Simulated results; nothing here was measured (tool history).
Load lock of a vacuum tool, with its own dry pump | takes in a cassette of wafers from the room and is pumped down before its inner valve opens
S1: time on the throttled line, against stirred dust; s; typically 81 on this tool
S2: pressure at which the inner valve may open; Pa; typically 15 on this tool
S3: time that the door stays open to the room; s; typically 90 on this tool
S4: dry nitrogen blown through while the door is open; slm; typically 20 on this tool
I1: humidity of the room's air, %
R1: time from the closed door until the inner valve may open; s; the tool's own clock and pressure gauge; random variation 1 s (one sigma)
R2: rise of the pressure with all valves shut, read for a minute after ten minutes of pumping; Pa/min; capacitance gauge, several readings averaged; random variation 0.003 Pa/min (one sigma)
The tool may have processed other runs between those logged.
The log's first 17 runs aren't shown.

| run | hour | S1 | S2 | S3 | S4 | I1 | R1 | R2 |
|---|---|---|---|---|---|---|---|---|
| 18 | 2117.1 | 81 | 15 | 90 | 20 | 46.2 | 164.2 | 0.039 |
| 19 | 2239.3 | 81 | 15 | 90 | 20 | 42.4 | 165.3 | 0.038 |
| 20 | 2353.6 | 81 | 14 | 90 | 22 | 45.1 | 166.4 | 0.039 |
| 21 | 2442.4 | 81 | 14 | 90 | 22 | 45.7 | 165.6 | 0.042 |
| 22 | 2538.5 | 81 | 14 | 90 | 22 | 44.0 | 165.1 | 0.039 |
| 23 | 2681.0 | 81 | 14 | 90 | 22 | 47.8 | 165.4 | 0.041 |
| 24 | 2825.8 | 81 | 14 | 28 | 15 | 47.4 | 164.7 | 0.025 |
| 25 | 2960.9 | 131 | 11 | 90 | 34 | 47.3 | 203.4 | 0.032 |
| 26 | 3132.0 | 90 | 13 | 90 | 34 | 42.6 | 171.1 | 0.028 |
| 27 | 3252.2 | 78 | 15 | 153 | 20 | 42.0 | 162.4 | 0.051 |
| 28 | 3360.1 | 78 | 13 | 70 | 20 | 43.0 | 164.1 | 0.033 |
| 29 | 3510.5 | 81 | 13 | 187 | 18 | 43.2 | 165.6 | 0.061 |
| 30 | 3639.2 | 81 | 13 | 187 | 18 | 42.3 | 166.1 | 0.064 |
| 31 | 3815.1 | 81 | 12 | 95 | 18 | 43.6 | 166.1 | 0.042 |
| 32 | 3906.8 | 81 | 12 | 95 | 18 | 46.8 | 167.6 | 0.037 |
| 33 | 3995.5 | 48 | 18 | 122 | 13 | 43.9 | 137.2 | 0.051 |
| 34 | 4150.2 | 48 | 18 | 122 | 13 | 43.7 | 138.0 | 0.057 |
| 35 | 4250.2 | 48 | 18 | 122 | 13 | 47.9 | 138.2 | 0.057 |
| 36 | 4388.0 | 48 | 18 | 122 | 13 | 44.0 | 137.7 | 0.049 |

Below are 3 alternative next runs, each starting from the tool's condition after run 36. Predict each:
| A | 4475.3 | 93 | 23 | 44 | 20 | 40.5 | ? | ? |
| B | 4475.3 | 54 | 15 | 90 | 19 | 44.1 | ? | ? |
| C | 4475.3 | 44 | 18 | 122 | 13 | 46.7 | ? | ? |

| run | R1 | R2 |
|---|---|---|
| A | 166.4 | 0.018 |
| B | 144.9 | 0.040 |
| C | 135.3 | 0.053 |
Without the tool's hidden state the same runs would have given:
| run | R1 | R2 |
|---|---|---|
| A | 166.4 | 0.017 |
| B | 144.9 | 0.040 |
| C | 135.3 | 0.053 |
